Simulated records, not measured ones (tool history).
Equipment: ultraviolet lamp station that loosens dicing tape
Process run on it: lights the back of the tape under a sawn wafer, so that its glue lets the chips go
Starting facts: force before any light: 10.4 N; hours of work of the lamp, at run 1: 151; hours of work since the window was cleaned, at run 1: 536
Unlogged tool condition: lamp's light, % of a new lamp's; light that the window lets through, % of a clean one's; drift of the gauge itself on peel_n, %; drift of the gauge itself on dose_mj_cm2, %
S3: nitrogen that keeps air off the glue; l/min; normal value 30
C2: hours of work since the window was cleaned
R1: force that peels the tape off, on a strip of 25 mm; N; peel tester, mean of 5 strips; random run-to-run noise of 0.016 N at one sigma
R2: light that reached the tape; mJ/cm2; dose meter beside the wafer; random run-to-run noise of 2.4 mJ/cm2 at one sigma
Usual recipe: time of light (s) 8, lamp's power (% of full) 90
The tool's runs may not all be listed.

{"run": 1, "day": 0.0, "time of light (s)": 8, "lamp's power (% of full)": 90, "S3": 30, "hours of work of the lamp": 151, "C2": 536, "R1": 0.982, "R2": 255}
{"run": 2, "day": 0.867, "time of light (s)": 8, "lamp's power (% of full)": 90, "S3": 30, "hours of work of the lamp": 160, "C2": 544, "R1": 0.985, "R2": 255}
{"run": 3, "day": 1.271, "time of light (s)": 8, "lamp's power (% of full)": 90, "S3": 30, "hours of work of the lamp": 164, "C2": 548, "R1": 0.965, "R2": 250}
{"run": 4, "day": 1.738, "time of light (s)": 8, "lamp's power (% of full)": 90, "S3": 30, "hours of work of the lamp": 168, "C2": 553, "R1": 0.985, "R2": 251}
{"day": 2.033, "done": "window cleaned of glue's vapour"}
{"run": 5, "day": 2.579, "time of light (s)": 8, "lamp's power (% of full)": 90, "S3": 59, "hours of work of the lamp": 176, "C2": 5, "R1": 0.532, "R2": 264}
{"run": 6, "day": 3.075, "time of light (s)": 8, "lamp's power (% of full)": 90, "S3": 59, "hours of work of the lamp": 181, "C2": 10, "R1": 0.536, "R2": 261}
{"run": 7, "day": 3.688, "time of light (s)": 8, "lamp's power (% of full)": 90, "S3": 59, "hours of work of the lamp": 187, "C2": 16, "R1": 0.545, "R2": 263}
{"run": 8, "day": 4.246, "time of light (s)": 8, "lamp's power (% of full)": 90, "S3": 59, "hours of work of the lamp": 192, "C2": 21, "R1": 0.556, "R2": 267}
{"run": 9, "day": 4.992, "time of light (s)": 8, "lamp's power (% of full)": 90, "S3": 59, "hours of work of the lamp": 199, "C2": 29, "R1": 0.539, "R2": 262}
{"run": 10, "day": 5.646, "time of light (s)": 5, "lamp's power (% of full)": 90, "S3": 59, "hours of work of the lamp": 206, "C2": 35, "R1": 1.558, "R2": 164}
{"run": 11, "day": 6.042, "time of light (s)": 5, "lamp's power (% of full)": 90, "S3": 59, "hours of work of the lamp": 209, "C2": 39, "R1": 1.598, "R2": 161}
{"run": 12, "day": 6.7, "time of light (s)": 8, "lamp's power (% of full)": 83, "S3": 30, "hours of work of the lamp": 216, "C2": 45, "R1": 1.067, "R2": 241}
{"run": 13, "day": 7.412, "time of light (s)": 6, "lamp's power (% of full)": 90, "S3": 30, "hours of work of the lamp": 223, "C2": 52, "R1": 1.684, "R2": 198}
{"run": 14, "day": 8.088, "time of light (s)": 15, "lamp's power (% of full)": 86, "S3": 30, "hours of work of the lamp": 229, "C2": 58, "R1": 0.23, "R2": 462}
{"run": 15, "day": 8.671, "time of light (s)": 15, "lamp's power (% of full)": 86, "S3": 30, "hours of work of the lamp": 235, "C2": 64, "R1": 0.235, "R2": 465}
{"run": 16, "day": 9.229, "time of light (s)": 10, "lamp's power (% of full)": 64, "S3": 10, "hours of work of the lamp": 240, "C2": 70, "R1": 2.435, "R2": 233}
{"run": 17, "day": 9.85, "time of light (s)": 10, "lamp's power (% of full)": 64, "S3": 10, "hours of work of the lamp": 246, "C2": 76, "R1": 2.469, "R2": 228}
{"run": 18, "day": 10.704, "time of light (s)": 10, "lamp's power (% of full)": 73, "S3": 10, "hours of work of the lamp": 254, "C2": 84, "R1": 2.062, "R2": 257}
{"run": 19, "day": 11.254, "time of light (s)": 6, "lamp's power (% of full)": 79, "S3": 30, "hours of work of the lamp": 260, "C2": 89, "R1": 2.139, "R2": 165}
{"run": 20, "day": 11.892, "time of light (s)": 5, "lamp's power (% of full)": 79, "S3": 30, "hours of work of the lamp": 266, "C2": 95, "R1": 2.723, "R2": 139}
{"run": 21, "day": 12.504, "time of light (s)": 5, "lamp's power (% of full)": 79, "S3": 30, "hours of work of the lamp": 272, "C2": 101, "R1": 2.766, "R2": 139}
{"run": 22, "day": 13.229, "time of light (s)": 5, "lamp's power (% of full)": 79, "S3": 30, "hours of work of the lamp": 279, "C2": 108, "R1": 2.743, "R2": 139}
{"run": 23, "day": 13.646, "time of light (s)": 5, "lamp's power (% of full)": 79, "S3": 29, "hours of work of the lamp": 283, "C2": 112, "R1": 2.815, "R2": 139}
{"run": 24, "day": 14.412, "time of light (s)": 8, "lamp's power (% of full)": 68, "S3": 30, "hours of work of the lamp": 290, "C2": 120, "R1": 1.673, "R2": 190}
{"run": 25, "day": 14.821, "time of light (s)": 8, "lamp's power (% of full)": 68, "S3": 30, "hours of work of the lamp": 294, "C2": 124, "R1": 1.687, "R2": 191}
{"run": 26, "day": 15.404, "time of light (s)": 8, "lamp's power (% of full)": 62, "S3": 35, "hours of work of the lamp": 300, "C2": 129, "R1": 1.863, "R2": 175}

What if the next run were any one of these 5? Each begins from the tool's condition after run 26:
{"run": "A", "day": 16.204, "time of light (s)": 15, "lamp's power (% of full)": 62, "S3": 35, "hours of work of the lamp": 308, "C2": 137, "R1": "?", "R2": "?"}
{"run": "B", "day": 16.204, "time of light (s)": 11, "lamp's power (% of full)": 62, "S3": 35, "hours of work of the lamp": 308, "C2": 137, "R1": "?", "R2": "?"}
{"run": "C", "day": 16.204, "time of light (s)": 8, "lamp's power (% of full)": 89, "S3": 45, "hours of work of the lamp": 308, "C2": 137, "R1": "?", "R2": "?"}
{"run": "D", "day": 16.204, "time of light (s)": 13, "lamp's power (% of full)": 84, "S3": 30, "hours of work of the lamp": 308, "C2": 137, "R1": "?", "R2": "?"}
{"run": "E", "day": 16.204, "time of light (s)": 6, "lamp's power (% of full)": 90, "S3": 30, "hours of work of the lamp": 308, "C2": 137, "R1": "?", "R2": "?"}

run=A R1=0.484 R2=322
run=B R1=0.997 R2=237
run=C R1=0.754 R2=245
run=D R1=0.358 R2=383
run=E R1=1.744 R2=190
Take away the tool's hidden state, keep each run's random variation, and the runs would have read:
run=A R1=0.37 R2=358
run=B R1=0.783 R2=263
run=C R1=0.58 R2=272
run=D R1=0.276 R2=426
run=E R1=1.438 R2=212
